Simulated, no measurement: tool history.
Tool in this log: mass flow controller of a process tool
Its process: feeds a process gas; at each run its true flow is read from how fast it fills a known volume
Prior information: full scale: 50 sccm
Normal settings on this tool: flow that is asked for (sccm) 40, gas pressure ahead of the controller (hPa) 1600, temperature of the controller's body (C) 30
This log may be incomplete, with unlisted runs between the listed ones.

run,hour,flow that is asked for (sccm),gas pressure ahead of the controller (hPa),temperature of the controller's body (C),true flow (%)
1,0.0,40,1600,30,99.08
2,417.3,40,1600,30,99.19
3,660.1,40,1600,30,99.15
4,840.4,40,1600,30,99.27
5,1142.1,40,1600,36,99.26
6,1529.9,40,1600,36,99.31
7,1747.6,40,1600,36,99.30
8,2172.7,40,1600,36,99.24
9,2506.2,40,1600,36,99.37
10,2948.9,40,1870,30,99.71
11,3136.2,40,1870,30,99.79
12,3339.2,40,1870,30,99.83
13,3648.8,40,1600,30,99.73
14,3899.0,40,1600,30,99.96
15,4158.2,40,1600,30,99.94
16,4518.4,40,1600,30,100.00
17,4953.2,40,1600,30,100.05
18,5292.4,40,1600,30,100.03
19,5630.4,40,1600,30,100.12
20,5960.0,50,1840,30,100.94
# hour 5996.0: gauge calibrated
21,6283.7,33,1910,30,98.75
22,6685.7,33,1910,21,99.02
23,7096.2,16,2400,35,97.85
24,7289.3,16,2400,35,97.73
25,7688.6,16,2400,35,97.89
26,8073.1,16,2110,34,97.85
27,8509.5,16,2330,34,98.05
28,8764.9,16,2330,34,98.01
# hour 8843.0: controller's zero set anew
29,9006.2,16,2330,34,98.26
30,9400.2,48,2550,34,100.34
31,9763.3,40,1650,30,99.70
32,10121.8,8,1650,31,97.72
33,10403.4,40,2120,21,100.24
34,10591.5,40,2120,29,100.20
35,10852.6,40,1590,34,99.92
36,11276.3,7,1500,30,97.71

Consider 4 possible next runs. They are alternatives, not a sequence: every one starts from the tool as it was left by run 36. What does each give?
A,11510.5,40,1600,26,?
B,11510.5,49,1600,21,?
C,11510.5,20,2590,24,?
D,11510.5,40,2190,30,?

run,true flow (%)
A,100.29
B,101.04
C,99.04
D,100.23
Take away the tool's hidden state, keep each run's random variation, and the runs would have read:
run,true flow (%)
A,99.19
B,99.93
C,97.96
D,99.13

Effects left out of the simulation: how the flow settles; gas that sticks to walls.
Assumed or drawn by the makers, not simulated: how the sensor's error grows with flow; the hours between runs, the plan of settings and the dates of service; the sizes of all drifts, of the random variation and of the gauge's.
